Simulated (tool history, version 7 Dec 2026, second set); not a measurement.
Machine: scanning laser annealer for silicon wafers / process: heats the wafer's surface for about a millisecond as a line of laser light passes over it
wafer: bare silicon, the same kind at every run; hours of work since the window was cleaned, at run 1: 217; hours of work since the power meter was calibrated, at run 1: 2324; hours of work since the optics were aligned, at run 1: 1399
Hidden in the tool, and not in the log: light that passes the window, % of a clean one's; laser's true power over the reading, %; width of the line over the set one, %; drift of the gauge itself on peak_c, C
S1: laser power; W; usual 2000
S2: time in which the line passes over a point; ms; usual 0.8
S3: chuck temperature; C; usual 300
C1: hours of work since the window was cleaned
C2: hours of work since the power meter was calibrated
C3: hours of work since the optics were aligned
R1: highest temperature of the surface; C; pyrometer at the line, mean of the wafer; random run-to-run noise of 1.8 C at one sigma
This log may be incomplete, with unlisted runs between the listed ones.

Run 1, day 0: usual settings; C1 217; C2 2324; C3 1399. Result: R1 1005 C.
Run 2, day 3.417: usual settings; C1 275; C2 2382; C3 1457. Result: R1 1004 C.
Run 3, day 5.221: usual settings; C1 305; C2 2412; C3 1487. Result: R1 1002 C.
Run 4, day 8.288: usual settings but S3 276 C; C1 357; C2 2464; C3 1539. Result: R1 975 C.
Run 5, day 10.029: usual settings but S3 276 C; C1 386; C2 2493; C3 1568. Result: R1 970 C.
Run 6, day 12.938: usual settings but S3 309 C; C1 435; C2 2542; C3 1617. Result: R1 1004 C.
Run 7, day 15.683: usual settings; C1 482; C2 2589; C3 1664. Result: R1 990 C.
Run 8, day 18.179: usual settings; C1 524; C2 2631; C3 1706. Result: R1 989 C.
Run 9, day 21.517: usual settings; C1 580; C2 2687; C3 1762. Result: R1 986 C.
Run 10, day 24.733: usual settings; C1 634; C2 2741; C3 1816. Result: R1 981 C.
Run 11, day 27.542: usual settings; C1 682; C2 2789; C3 1864. Result: R1 982 C.
At day 29.054: window over the wafer cleaned.
At day 30.096: optics aligned, line set to its width.
Run 12, day 31.408: usual settings; C1 36; C2 2849; C3 22. Result: R1 1034 C.
Run 13, day 33.238: usual settings; C1 67; C2 2880; C3 53. Result: R1 1032 C.
Run 14, day 36.388: usual settings; C1 120; C2 2933; C3 106. Result: R1 1032 C.
Run 15, day 40.129: usual settings; C1 183; C2 2996; C3 169. Result: R1 1025 C.
Run 16, day 43.192: usual settings; C1 235; C2 3048; C3 221. Result: R1 1025 C.
Run 17, day 45.654: usual settings but S1 2109 W, S2 0.714 ms; C1 276; C2 3089; C3 262. Result: R1 1032 C.
Run 18, day 48.971: usual settings but S1 2154 W, S2 0.74 ms, S3 339 C; C1 332; C2 3145; C3 318. Result: R1 1101 C.
Run 19, day 51.579: usual settings but S1 2154 W, S2 0.74 ms, S3 339 C; C1 376; C2 3189; C3 362. Result: R1 1099 C.
Run 20, day 53.604: usual settings but S1 2154 W, S2 0.734 ms, S3 302 C; C1 410; C2 3223; C3 396. Result: R1 1055 C.
Run 21, day 55.6: usual settings but S1 1986 W, S2 0.636 ms, S3 295 C; C1 444; C2 3257; C3 430. Result: R1 924 C.
Run 22, day 58.496: usual settings but S2 0.657 ms; C1 493; C2 3306; C3 479. Result: R1 944 C.
Run 23, day 61.875: usual settings but S2 0.657 ms, S3 306 C; C1 550; C2 3363; C3 536. Result: R1 947 C.
Run 24, day 65.388: usual settings but S1 1720 W, S2 0.846 ms, S3 309 C; C1 609; C2 3422; C3 595. Result: R1 899 C.
Run 25, day 67.5: usual settings but S1 1720 W, S2 0.846 ms, S3 309 C; C1 645; C2 3458; C3 631. Result: R1 897 C.
Run 26, day 69.983: usual settings but S1 1794 W, S2 0.664 ms, S3 309 C; C1 687; C2 3499; C3 673. Result: R1 861 C.
At day 71.175: window over the wafer cleaned.
Run 27, day 72.529: usual settings but S1 2069 W, S2 0.563 ms; C1 23; C2 3541; C3 714. Result: R1 938 C.
Run 28, day 74.275: usual settings but S1 1821 W, S2 0.966 ms; C1 52; C2 3570; C3 744. Result: R1 996 C.
Run 29, day 76.292: usual settings but S1 1967 W, S2 0.853 ms; C1 86; C2 3604; C3 778. Result: R1 1022 C.
Run 30, day 79.208: usual settings but S1 1967 W, S2 0.853 ms; C1 135; C2 3654; C3 827. Result: R1 1021 C.
Run 31, day 81.217: usual settings but S1 2054 W, S2 0.696 ms, S3 306 C; C1 169; C2 3688; C3 861. Result: R1 994 C.

Some steps in R1, run to run, broken into two amounts with sign: the step expected even without the hidden condition (settings, incoming material, random variation), and the rest, left for the hidden condition together with whatever gauge scatter is not in both the measured and the hidden-condition-free result:
Run 1 -> 2: nothing adjusted, nothing logged. R1 -1 C: hidden state -4, all else +3.
Run 11 -> 12: window over the wafer cleaned, optics aligned, line set to its width. R1 +52 C: hidden state +54, all else -2.
Run 17 -> 18: S1 2109 -> 2154, S2 0.714 -> 0.74, S3 300 -> 339. R1 +69 C: hidden state -4, all else +73.
Run 20 -> 21: S1 2154 -> 1986, S2 0.734 -> 0.636, S3 302 -> 295. R1 -131 C: hidden state +3, all else -134.
Run 26 -> 27: S1 1794 -> 2069, S2 0.664 -> 0.563, S3 309 -> 300, window over the wafer cleaned. R1 +77 C: hidden state +16, all else +61.
